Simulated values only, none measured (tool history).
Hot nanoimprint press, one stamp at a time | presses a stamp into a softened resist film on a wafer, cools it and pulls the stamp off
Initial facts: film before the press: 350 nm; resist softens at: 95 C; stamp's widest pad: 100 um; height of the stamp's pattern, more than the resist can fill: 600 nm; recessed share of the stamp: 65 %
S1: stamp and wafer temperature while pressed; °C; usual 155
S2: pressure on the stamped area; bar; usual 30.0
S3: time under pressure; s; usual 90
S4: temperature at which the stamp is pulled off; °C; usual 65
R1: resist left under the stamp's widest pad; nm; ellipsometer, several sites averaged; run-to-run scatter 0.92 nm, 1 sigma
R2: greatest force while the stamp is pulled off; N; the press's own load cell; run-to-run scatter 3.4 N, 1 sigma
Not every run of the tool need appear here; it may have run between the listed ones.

Run 1, hour 0.0: usual settings. Result: R1 132.4 nm, R2 163 N.
Run 2, hour 10.1: usual settings but S3 122 s. Result: R1 120.9 nm, R2 171 N.
Run 3, hour 28.2: usual settings but S2 42.9 bar. Result: R1 108.2 nm, R2 169 N.
Run 4, hour 38.8: usual settings but S2 42.9 bar. Result: R1 108.0 nm, R2 171 N.
Run 5, hour 60.1: usual settings but S2 42.9 bar. Result: R1 107.6 nm, R2 174 N.
Run 6, hour 78.2: usual settings but S2 29.9 bar. Result: R1 133.6 nm, R2 167 N.
Run 7, hour 92.0: usual settings. Result: R1 135.6 nm, R2 180 N.
Run 8, hour 107.6: usual settings. Result: R1 134.5 nm, R2 188 N.
Run 9, hour 120.8: usual settings but S2 44.3 bar. Result: R1 107.3 nm, R2 191 N.
Run 10, hour 143.2: usual settings but S2 44.3 bar. Result: R1 108.0 nm, R2 188 N.
Run 11, hour 163.3: usual settings but S4 73 °C. Result: R1 134.2 nm, R2 164 N.
At hour 179.4: plate thermocouple calibrated.
Run 12, hour 188.0: usual settings but S4 73 °C. Result: R1 134.6 nm, R2 169 N.
Run 13, hour 202.1: usual settings but S3 109 s. Result: R1 126.8 nm, R2 196 N.
Run 14, hour 211.8: usual settings but S3 109 s, S4 53 °C. Result: R1 126.2 nm, R2 252 N.
Run 15, hour 226.1: usual settings but S1 165 °C. Result: R1 99.1 nm, R2 201 N.
Run 16, hour 238.3: usual settings but S1 165 °C. Result: R1 99.2 nm, R2 214 N.
Run 17, hour 254.2: usual settings but S1 165 °C, S3 96 s, S4 54 °C. Result: R1 97.2 nm, R2 247 N.
Run 18, hour 274.6: usual settings but S1 165 °C, S3 96 s, S4 54 °C. Result: R1 96.0 nm, R2 244 N.
At hour 282.1: plate thermocouple calibrated, once more.
Run 19, hour 290.2: usual settings but S1 165 °C, S3 96 s, S4 54 °C. Result: R1 92.8 nm, R2 256 N.
Run 20, hour 301.6: usual settings but S1 165 °C, S2 27.4 bar, S3 96 s, S4 54 °C. Result: R1 96.6 nm, R2 259 N.
At hour 327.2: stamp cleaned and given a new release coat.
Run 21, hour 329.2: usual settings but S1 162 °C, S4 56 °C. Result: R1 104.6 nm, R2 182 N.
Run 22, hour 342.2: usual settings but S1 151 °C, S2 47.5 bar. Result: R1 116.5 nm, R2 159 N.
Run 23, hour 360.8: usual settings but S1 151 °C, S2 41.9 bar, S4 56 °C. Result: R1 125.5 nm, R2 183 N.
Run 24, hour 370.4: usual settings but S1 165 °C, S2 20.8 bar, S3 139 s. Result: R1 103.1 nm, R2 166 N.
Run 25, hour 382.6: usual settings but S4 56 °C. Result: R1 132.1 nm, R2 194 N.
Run 26, hour 403.9: usual settings but S1 157 °C, S2 43.3 bar, S3 132 s, S4 64 °C. Result: R1 87.3 nm, R2 179 N.
Run 27, hour 421.0: usual settings but S1 152 °C, S2 41.2 bar, S3 176 s, S4 55 °C. Result: R1 96.7 nm, R2 210 N.
Run 28, hour 431.4: usual settings but S1 148 °C, S2 24.1 bar, S3 74 s, S4 68 °C. Result: R1 199.3 nm, R2 174 N.
Run 29, hour 443.4: usual settings but S1 148 °C, S2 24.1 bar, S3 74 s, S4 68 °C. Result: R1 199.6 nm, R2 173 N.
Run 30, hour 452.8: usual settings but S1 148 °C, S2 24.1 bar, S3 74 s, S4 68 °C. Result: R1 200.9 nm, R2 178 N.
Run 31, hour 465.6: usual settings but S1 163 °C, S2 34.1 bar, S3 100 s, S4 59 °C. Result: R1 92.2 nm, R2 204 N.

Pick out some run-to-run changes in R1. Of each, how much would a tool without hidden state show as well, from the settings, what came in and chance, and how much is left for the hidden state and any gauge scatter not in both results compared?
The tool's hidden condition here consists of: true temperature over the reading, C; pressure that arrives at the usual setting, %; grip of the stamp's worn release coat, % over a new coat's; drift of the gauge itself on residual_nm, %; drift of the gauge itself on pull_off_n, %.
Run 18 -> 19: plate thermocouple calibrated, once more. R1 -3.2 nm: hidden state -3.2, all else +0.0.
Run 21 -> 22: S1 162 -> 151, S2 30.0 -> 47.5, S4 56 -> 65. R1 +11.9 nm: hidden state +2.4, all else +9.5.
Run 23 -> 24: S1 151 -> 165, S2 41.9 -> 20.8, S3 90 -> 139, S4 56 -> 65. R1 -22.4 nm: hidden state -2.7, all else -19.7.
Run 25 -> 26: S1 155 -> 157, S2 30.0 -> 43.3, S3 90 -> 132, S4 56 -> 64. R1 -44.8 nm: hidden state +0.3, all else -45.1.
Run 27 -> 28: S1 152 -> 148, S2 41.2 -> 24.1, S3 176 -> 74, S4 55 -> 68. R1 +102.6 nm: hidden state +0.2, all else +102.4.
Run 30 -> 31: S1 148 -> 163, S2 24.1 -> 34.1, S3 74 -> 100, S4 68 -> 59. R1 -108.7 nm: hidden state -1.0, all else -107.7.
